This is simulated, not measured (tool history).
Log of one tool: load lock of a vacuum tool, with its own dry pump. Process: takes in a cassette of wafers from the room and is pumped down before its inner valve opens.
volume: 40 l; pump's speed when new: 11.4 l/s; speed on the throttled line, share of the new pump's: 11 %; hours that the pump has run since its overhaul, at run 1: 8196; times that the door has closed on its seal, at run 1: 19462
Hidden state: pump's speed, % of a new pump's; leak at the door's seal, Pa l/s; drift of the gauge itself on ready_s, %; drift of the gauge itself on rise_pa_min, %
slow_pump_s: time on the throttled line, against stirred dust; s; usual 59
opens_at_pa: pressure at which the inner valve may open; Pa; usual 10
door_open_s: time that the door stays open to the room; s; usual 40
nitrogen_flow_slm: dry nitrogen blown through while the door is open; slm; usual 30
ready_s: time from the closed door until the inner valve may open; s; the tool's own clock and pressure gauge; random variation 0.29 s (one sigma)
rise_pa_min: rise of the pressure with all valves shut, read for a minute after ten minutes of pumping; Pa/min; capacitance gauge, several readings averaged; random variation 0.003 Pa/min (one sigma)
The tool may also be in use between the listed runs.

run,hour,slow_pump_s,opens_at_pa,door_open_s,nitrogen_flow_slm,hours that the pump has run since its overhaul,times that the door has closed on its seal,"incoming humidity of the room's air, %",ready_s,rise_pa_min
1,0,59,10,40,30,8196,19462,41.9,86.6,0.235
2,156.4,71,10,40,30,8353,20161,47.8,97.7,0.249
3,315,71,10,40,30,8511,20869,44.1,97,0.259
4,401.5,59,8,40,30,8598,21256,44.2,87.4,0.267
5,596.3,59,8,40,30,8793,22127,48.1,88,0.286
# hour 749.8: door's seal changed, seat wiped
6,749.8,59,8,40,30,8945,0,44.3,87.9,0.02
7,900.6,59,10,40,30,9096,674,44.4,87.5,0.016
8,994.2,59,10,40,30,9189,1092,45.6,87.5,0.025
9,1194.4,59,10,40,30,9389,1986,47.6,87,0.031
10,1309.3,59,10,40,30,9504,2500,46.5,87.1,0.034
11,1487.9,59,10,40,30,9683,3298,43.4,87,0.032
12,1692.9,59,10,40,30,9888,4214,46.3,87,0.036
13,1828.4,59,10,40,30,10023,4819,44.9,87.4,0.053
14,1916.1,59,10,40,30,10111,5212,46.7,87.1,0.048
15,2029.1,59,10,40,30,10224,5716,46.9,87.3,0.06
16,2169.1,43,14,208,17,10364,6342,42.2,72.1,0.085
17,2369.3,43,14,208,17,10564,7237,43.3,72,0.095
18,2476,43,11,110,17,10671,7714,45.1,72.6,0.09
19,2664.3,59,11,44,30,10859,8555,46.2,86.9,0.081
20,2844,42,14,37,30,11039,9358,46.3,70.9,0.086
21,3040.6,42,15,37,30,11235,10237,44.4,70.6,0.105
22,3221.1,42,15,37,30,11416,11043,43.2,70.7,0.111
23,3355.8,59,10,201,8,11551,11645,46.9,87.7,0.152
24,3552.4,59,10,201,8,11747,12524,45.4,87.7,0.165
25,3668.8,59,10,26,16,11864,13044,42.9,87.3,0.136
26,3764.9,107,11,40,6,11960,13473,45,130.3,0.155
27,3875.1,32,10,40,30,12070,13966,46.1,64,0.152

3 ways to go on from here, each from the tool as it stands after run 27. What would each give?
A,4020.1,66,10,40,30,12215,14613,47,?,?
B,4020.1,59,7,25,30,12215,14613,46.2,?,?
C,4020.1,37,18,40,15,12215,14613,47.1,?,?

run,ready_s,rise_pa_min
A,93.5,0.169
B,89.1,0.164
C,66.1,0.17
Without the tool's hidden state the same runs would have given:
run,ready_s,rise_pa_min
A,90.9,0.023
B,86.4,0.018
C,63.5,0.025

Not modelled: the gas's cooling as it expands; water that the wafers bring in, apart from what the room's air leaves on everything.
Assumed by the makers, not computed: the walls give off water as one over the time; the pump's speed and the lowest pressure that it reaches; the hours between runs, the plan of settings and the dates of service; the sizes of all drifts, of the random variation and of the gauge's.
